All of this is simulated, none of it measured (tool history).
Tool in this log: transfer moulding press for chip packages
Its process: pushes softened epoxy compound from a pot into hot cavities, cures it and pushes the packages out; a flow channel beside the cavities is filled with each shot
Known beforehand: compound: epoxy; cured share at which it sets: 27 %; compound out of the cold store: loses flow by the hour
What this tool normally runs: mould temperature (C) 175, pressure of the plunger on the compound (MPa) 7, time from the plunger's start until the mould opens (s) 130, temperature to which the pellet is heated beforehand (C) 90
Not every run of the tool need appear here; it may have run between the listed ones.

run   hour  mould temperature (C)  pressure of the plunger on the compound (MPa)  time from the plunger's start until the mould opens (s)  temperature to which the pellet is heated beforehand (C)  incoming compound's hours out of the cold store  length that the compound runs in the flow channel (mm)  greatest force on the pins that push the packages out (N)
  1      0                    175                                              7                                                      130                                                        90                                             14.1                                                     909                                                        693
  2    5.7                    175                                              7                                                      130                                                        90                                               43                                                     756                                                        658
      10.5  -- plunger's sealing rings changed
  3   14.9                    175                                              7                                                      130                                                        90                                             22.2                                                     898                                                        687
  4   20.3                    175                                              7                                                      130                                                        90                                             12.8                                                     956                                                        722
  5     25                    172                                              7                                                      130                                                        90                                             31.8                                                     854                                                        843
  6   31.1                    172                                              7                                                      130                                                        90                                             42.9                                                     798                                                        757
  7   41.9                    172                                              7                                                      130                                                        90                                             30.3                                                     862                                                        841
      50.6  -- cavities cleaned with cleaning compound and waxed
  8   51.7                    175                                              7                                                      130                                                        96                                             29.4                                                     848                                                        937
  9   58.8                    175                                              7                                                      130                                                        96                                             15.6                                                     929                                                        975
 10   65.6                    183                                              7                                                      130                                                        90                                             45.9                                                     741                                                        748
 11   72.2                    183                                              7                                                      130                                                        90                                             36.3                                                     790                                                        750
      79.2  -- cavities cleaned with cleaning compound and waxed, once more
 12   82.3                    175                                           5.69                                                      130                                                        90                                             10.4                                                     864                                                        449
 13   92.6                    175                                           5.69                                                      130                                                        90                                             18.1                                                     820                                                        460
 14  103.2                    175                                              7                                                      130                                                        90                                             11.4                                                     947                                                        570
 15  108.2                    170                                              7                                                      133                                                        90                                             13.7                                                     964                                                        698
 16  118.2                    175                                              7                                                      130                                                        85                                             26.5                                                     864                                                        578
 17  122.7                    175                                              7                                                      156                                                        91                                             17.4                                                     914                                                        522
 18  130.5                    175                                              7                                                      140                                                        80                                             18.9                                                     904                                                        559
 19    138                    175                                              7                                                      140                                                        80                                             46.9                                                     757                                                        564
 20  143.8                    175                                              7                                                      130                                                        86                                             29.4                                                     841                                                        647
 21  153.6                    176                                              7                                                      130                                                        81                                             47.3                                                     750                                                        617
 22  158.3                    178                                              7                                                      130                                                        88                                             21.8                                                     876                                                        619
 23  166.5                    180                                              7                                                      152                                                        88                                             27.6                                                     832                                                        586
 24  175.8                    177                                           6.41                                                      151                                                        91                                             30.2                                                     795                                                        607
 25  184.6                    177                                           6.92                                                      151                                                        94                                             17.7                                                     887                                                        613
 26  190.1                    177                                           6.92                                                      151                                                        94                                             22.4                                                     865                                                        619
 27  197.6                    177                                           6.92                                                      151                                                        94                                             34.4                                                     798                                                        612
     209.2  -- cavities cleaned with cleaning compound and waxed
 28  209.6                    177                                           6.92                                                      151                                                        94                                             18.6                                                     878                                                        335

Here are 5 independent what-if runs from the current tool condition. What would each one return?
  A   220                    177                                           8.41                                                      151                                                        87                                              8.5                                                       ?                                                          ?
  B   220                    178                                              7                                                      127                                                        80                                             36.5                                                       ?                                                          ?
  C   220                    177                                           6.92                                                      151                                                        93                                             43.5                                                       ?                                                          ?
  D   220                    177                                           7.25                                                      129                                                        94                                             10.3                                                       ?                                                          ?
  E   220                    183                                           6.12                                                      127                                                        90                                              9.5                                                       ?                                                          ?

run  length that the compound runs in the flow channel (mm)  greatest force on the pins that push the packages out (N)
  A                                                    1039                                                        389
  B                                                     796                                                        405
  C                                                     755                                                        363
  D                                                     947                                                        419
  E                                                     853                                                        377
The same runs, with their run-to-run variation unchanged, on a tool lacking any hidden condition would have given:
run  length that the compound runs in the flow channel (mm)  greatest force on the pins that push the packages out (N)
  A                                                    1064                                                        337
  B                                                     815                                                        351
  C                                                     773                                                        314
  D                                                     969                                                        361
  E                                                     874                                                        326
